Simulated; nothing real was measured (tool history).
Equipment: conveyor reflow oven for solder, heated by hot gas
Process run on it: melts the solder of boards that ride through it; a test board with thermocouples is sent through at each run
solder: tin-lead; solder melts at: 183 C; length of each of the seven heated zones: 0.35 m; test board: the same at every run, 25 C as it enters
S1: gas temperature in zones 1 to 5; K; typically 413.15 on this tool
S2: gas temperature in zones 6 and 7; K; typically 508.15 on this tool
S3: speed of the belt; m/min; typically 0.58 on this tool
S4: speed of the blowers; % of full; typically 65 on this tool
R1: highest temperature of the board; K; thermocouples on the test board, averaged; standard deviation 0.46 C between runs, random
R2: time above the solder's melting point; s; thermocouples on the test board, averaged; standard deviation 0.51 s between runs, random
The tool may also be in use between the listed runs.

| run | hour | S1 | S2 | S3 | S4 | R1 | R2 |
|---|---|---|---|---|---|---|---|
| 1 | 0 | 413.15 | 508.15 | 0.58 | 65 | 495.15 | 59.7 |
| 2 | 25.4 | 413.15 | 508.15 | 0.58 | 65 | 495.95 | 58.5 |
| 3 | 50.5 | 413.15 | 508.15 | 0.58 | 65 | 496.25 | 59.6 |
| 4 | 88.5 | 413.15 | 508.15 | 0.58 | 65 | 496.45 | 58.7 |
| 5 | 127.9 | 413.15 | 508.15 | 0.58 | 65 | 496.15 | 58.2 |
| 6 | 148.4 | 413.15 | 508.15 | 0.586 | 65 | 495.35 | 57.8 |
| 7 | 177 | 413.15 | 508.15 | 0.586 | 65 | 494.65 | 57.9 |
| 8 | 204.5 | 410.15 | 508.15 | 0.586 | 65 | 494.65 | 56.3 |
| 9 | 245.4 | 410.15 | 508.15 | 0.586 | 65 | 494.55 | 57.2 |
| 10 | 270.8 | 410.15 | 508.15 | 0.586 | 65 | 495.45 | 58.4 |
| 11 | 303 | 410.15 | 508.15 | 0.586 | 65 | 494.25 | 57.2 |
| 12 | 325.2 | 410.15 | 508.15 | 0.586 | 65 | 494.75 | 56.4 |
| 13 | 359 | 410.15 | 508.15 | 0.586 | 65 | 494.95 | 56.7 |
| 14 | 396.8 | 425.15 | 521.15 | 0.662 | 53 | 502.45 | 59.7 |
| 15 | 417.3 | 404.15 | 498.15 | 0.58 | 65 | 484.65 | 49 |
| 16 | 454.1 | 404.15 | 498.15 | 0.472 | 51 | 488.95 | 65.3 |
| 17 | 478.1 | 404.15 | 498.15 | 0.472 | 51 | 489.05 | 66 |
| 18 | 509.5 | 419.15 | 522.15 | 0.695 | 80 | 505.95 | 54.8 |
|  | 545.6 | flux residue cleaned out of gas plates and filters |
| 19 | 555.1 | 402.15 | 522.15 | 0.588 | 83 | 511.55 | 63.1 |
| 20 | 574.1 | 402.15 | 522.15 | 0.588 | 83 | 510.35 | 63.5 |
| 21 | 594 | 402.15 | 522.15 | 0.588 | 83 | 510.35 | 64.1 |
| 22 | 617.3 | 402.15 | 522.15 | 0.588 | 83 | 510.45 | 63.2 |
| 23 | 635.3 | 402.15 | 522.15 | 0.588 | 83 | 510.05 | 63.9 |

5 ways to go on from here, each from the tool as it stands after run 23. What would each give?
| A | 659.9 | 413.15 | 508.15 | 0.58 | 57 | ? | ? |
| B | 659.9 | 402.15 | 510.15 | 0.467 | 81 | ? | ? |
| C | 659.9 | 402.15 | 522.15 | 0.598 | 51 | ? | ? |
| D | 659.9 | 413.15 | 509.15 | 0.475 | 65 | ? | ? |
| E | 659.9 | 413.15 | 508.15 | 0.508 | 65 | ? | ? |

| run | R1 | R2 |
|---|---|---|
| A | 496.35 | 60.5 |
| B | 505.45 | 78.6 |
| C | 503.65 | 59.3 |
| D | 503.15 | 77.9 |
| E | 500.95 | 71.6 |
Had the tool no hidden state, the same runs would have come out as:
| run | R1 | R2 |
|---|---|---|
| A | 493.35 | 57.6 |
| B | 502.35 | 75.7 |
| C | 500.65 | 56.6 |
| D | 500.05 | 75 |
| E | 497.85 | 68.7 |
